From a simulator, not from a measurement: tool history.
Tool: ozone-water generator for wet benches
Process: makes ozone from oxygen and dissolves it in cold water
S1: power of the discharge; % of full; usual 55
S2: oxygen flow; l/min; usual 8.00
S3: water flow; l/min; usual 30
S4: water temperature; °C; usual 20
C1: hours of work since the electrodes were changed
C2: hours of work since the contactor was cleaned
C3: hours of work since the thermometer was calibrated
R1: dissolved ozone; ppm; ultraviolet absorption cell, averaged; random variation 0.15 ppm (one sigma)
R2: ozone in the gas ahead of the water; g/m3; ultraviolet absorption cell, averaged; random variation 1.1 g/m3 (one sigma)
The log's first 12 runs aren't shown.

run 13 hour=440.9 | S1=55 S2=4.34 S3=30 S4=20 | C1=1264 C2=490 C3=2909 | R1=19.1 R2=308.6
run 14 hour=481.2 | S1=55 S2=4.34 S3=30 S4=20 | C1=1296 C2=522 C3=2941 | R1=19.3 R2=309.7
run 15 hour=506.0 | S1=55 S2=4.34 S3=30 S4=20 | C1=1316 C2=542 C3=2961 | R1=19.0 R2=310.6
run 16 hour=547.8 | S1=55 S2=10.18 S3=30 S4=20 | C1=1349 C2=575 C3=2993 | R1=17.5 R2=175.6
run 17 hour=600.4 | S1=55 S2=7.92 S3=30 S4=22 | C1=1390 C2=616 C3=3035 | R1=17.8 R2=208.4
run 18 hour=646.9 | S1=68 S2=4.01 S3=31 S4=18 | C1=1427 C2=653 C3=3072 | R1=21.9 R2=388.2
run 19 hour=680.8 | S1=45 S2=12.74 S3=46 S4=13 | C1=1454 C2=680 C3=3098 | R1=11.0 R2=128.5
run 20 hour=714.0 | S1=45 S2=6.21 S3=46 S4=13 | C1=1480 C2=706 C3=3125 | R1=10.9 R2=206.6
run 21 hour=766.5 | S1=85 S2=5.96 S3=39 S4=27 | C1=1521 C2=747 C3=3166 | R1=18.8 R2=352.5
run 22 hour=801.4 | S1=85 S2=5.96 S3=39 S4=27 | C1=1549 C2=775 C3=3194 | R1=18.9 R2=356.5
run 23 hour=843.6 | S1=85 S2=5.96 S3=39 S4=27 | C1=1582 C2=808 C3=3227 | R1=19.0 R2=357.4
run 24 hour=887.3 | S1=85 S2=4.73 S3=39 S4=27 | C1=1617 C2=843 C3=3261 | R1=19.0 R2=415.7
run 25 hour=932.5 | S1=46 S2=7.66 S3=45 S4=27 | C1=1652 C2=878 C3=3297 | R1=9.6 R2=183.3
run 26 hour=963.1 | S1=46 S2=6.90 S3=22 S4=27 | C1=1676 C2=902 C3=3321 | R1=18.6 R2=196.0
run 27 hour=996.0 | S1=55 S2=8.00 S3=41 S4=20 | C1=1702 C2=928 C3=3347 | R1=13.5 R2=205.5
run 28 hour=1041.8 | S1=75 S2=8.00 S3=38 S4=20 | C1=1739 C2=965 C3=3383 | R1=18.9 R2=266.7

Forecast run 29:
run 29 hour=1066.8 | S1=62 S2=6.94 S3=45 S4=25 | C1=1758 C2=984 C3=3403 | R1=? R2=?

R1: 12.9 ppm
R2: 246.9 g/m3
Without the tool's hidden state the same run would have given R1 12.9 ppm, R2 246.9 g/m3.
